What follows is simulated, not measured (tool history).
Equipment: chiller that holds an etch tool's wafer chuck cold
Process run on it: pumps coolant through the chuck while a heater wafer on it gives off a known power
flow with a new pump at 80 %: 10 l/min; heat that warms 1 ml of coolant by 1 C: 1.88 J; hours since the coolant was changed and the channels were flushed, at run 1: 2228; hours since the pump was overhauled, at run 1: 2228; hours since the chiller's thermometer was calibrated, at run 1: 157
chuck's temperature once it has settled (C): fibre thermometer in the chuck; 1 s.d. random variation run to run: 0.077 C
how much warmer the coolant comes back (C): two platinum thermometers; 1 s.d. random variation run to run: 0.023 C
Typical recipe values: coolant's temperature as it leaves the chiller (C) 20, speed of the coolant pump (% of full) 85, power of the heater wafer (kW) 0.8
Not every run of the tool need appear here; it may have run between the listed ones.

run      day  coolant's temperature as it leaves the chiller (C)  speed of the coolant pump (% of full)  power of the heater wafer (kW)  hours since the coolant was changed and the channels were flushed  hours since the pump was overhauled  hours since the chiller's thermometer was calibrated  chuck's temperature once it has settled (C)  how much warmer the coolant comes back (C)
  1        0                                                  20                                     85                             0.8                                                               2228                                 2228                                                   157                                        25.18                                        2.42
  2     5.25                                                  20                                     85                             0.8                                                               2354                                 2354                                                   283                                        25.17                                        2.37
  3   11.621                                                  20                                     85                             0.8                                                               2507                                 2507                                                   436                                        25.19                                         2.3
  4   17.329                                                  20                                     85                             0.8                                                               2644                                 2644                                                   573                                         25.2                                        2.27
  5   20.408                                                  20                                     85                             0.8                                                               2718                                 2718                                                   647                                        25.21                                        2.21
  6   24.267                                                  20                                     85                             0.8                                                               2810                                 2810                                                   740                                        25.13                                        2.26
  7   30.096                                                  20                                     85                             0.8                                                               2950                                 2950                                                   880                                        25.12                                        2.12
  8   32.779                                                  20                                     85                             0.8                                                               3014                                 3014                                                   944                                        25.09                                        2.17
  9     38.5                                                  20                                     85                             0.8                                                               3152                                 3152                                                  1081                                        25.14                                        2.02
 10   42.758                                                  20                                     85                             0.8                                                               3254                                 3254                                                  1184                                        25.11                                        2.05
 11   46.921                                                  20                                     81                             0.8                                                               3354                                 3354                                                  1284                                        25.42                                        2.13
 12   51.712                                                  20                                     70                             0.8                                                               3469                                 3469                                                  1399                                        26.18                                        2.51
      55.254  -- gauge calibrated
 13   57.275                                                  20                                     85                           0.493                                                               3602                                 3602                                                  1532                                        23.23                                        1.47
 14    61.05                                                  20                                     85                           0.493                                                               3693                                 3693                                                  1623                                        23.22                                        1.44
 15   64.575                                                  20                                     85                           0.493                                                               3778                                 3778                                                  1707                                        23.24                                        1.41
 16   67.675                                                  20                                     85                           0.493                                                               3852                                 3852                                                  1782                                        23.19                                         1.4
 17   73.267                                                  28                                     85                           0.642                                                               3986                                 3986                                                  1916                                        32.15                                        1.79
 18   76.833                                                  30                                     87                           0.681                                                               4072                                 4072                                                  2001                                        34.25                                        1.83
 19   81.467                                                  30                                     87                           0.681                                                               4183                                 4183                                                  2113                                        34.47                                        1.76
 20   86.496                                                  28                                     73                           0.947                                                               4304                                 4304                                                  2233                                        35.04                                        3.06
 21   90.321                                                  28                                     73                           0.947                                                               4395                                 4395                                                  2325                                        35.02                                        3.03
 22   93.317                                                  25                                     79                             0.8                                                               4467                                 4467                                                  2397                                        30.38                                        2.24
 23   96.192                                                  25                                     79                             0.8                                                               4536                                 4536                                                  2466                                         30.6                                        2.19
 24  101.204                                                  10                                     75                           0.476                                                               4657                                 4657                                                  2586                                        13.45                                        1.19
       105.2  -- coolant changed, channels flushed
 25   106.45                                                  18                                     77                             0.8                                                                 30                                 4777                                                  2706                                        23.63                                        2.25
 26  109.517                                                  15                                     73                           0.446                                                                104                                 4850                                                  2780                                        18.19                                        1.13
 27  113.575                                                  15                                     73                           0.446                                                                201                                 4948                                                  2877                                        18.24                                        1.08
 28   118.75                                                  14                                     83                           0.446                                                                325                                 5072                                                  3001                                        16.89                                        0.88
 29  124.483                                                  14                                     85                           0.448                                                                463                                 5209                                                  3139                                        16.95                                        0.78
 30  129.475                                                  11                                     71                           0.506                                                                583                                 5329                                                  3259                                        14.86                                         1.2
 31  134.617                                                  12                                     85                           0.638                                                                706                                 5453                                                  3382                                        16.16                                        1.22

The logged runs with the hidden state left out (each run's random variation unchanged):
What the log doesn't record here: heat passed by the chuck's channels, % of clean ones'; flow at a given pump speed, % of a new pump's; coolant's true temperature over the reading, C; drift of the gauge itself on chuck_c, C; drift of the gauge itself on warmer_back_c, C.
run  how much warmer the coolant comes back (C)
  1                                        2.42
  2                                        2.41
  3                                         2.4
  4                                        2.41
  5                                        2.38
  6                                        2.45
  7                                        2.36
  8                                        2.44
  9                                        2.34
 10                                        2.41
 11                                        2.52
 12                                        2.93
 13                                        1.48
 14                                        1.49
 15                                        1.48
 16                                         1.5
 17                                        1.94
 18                                           2
 19                                        1.98
 20                                        3.31
 21                                        3.32
 22                                        2.55
 23                                        2.53
 24                                        1.57
 25                                        2.67
 26                                        1.58
 27                                        1.56
 28                                        1.41
 29                                        1.35
 30                                        1.82
 31                                        1.87
chuck's temperature once it has settled (C): within 0.04 of the measured result in every run.
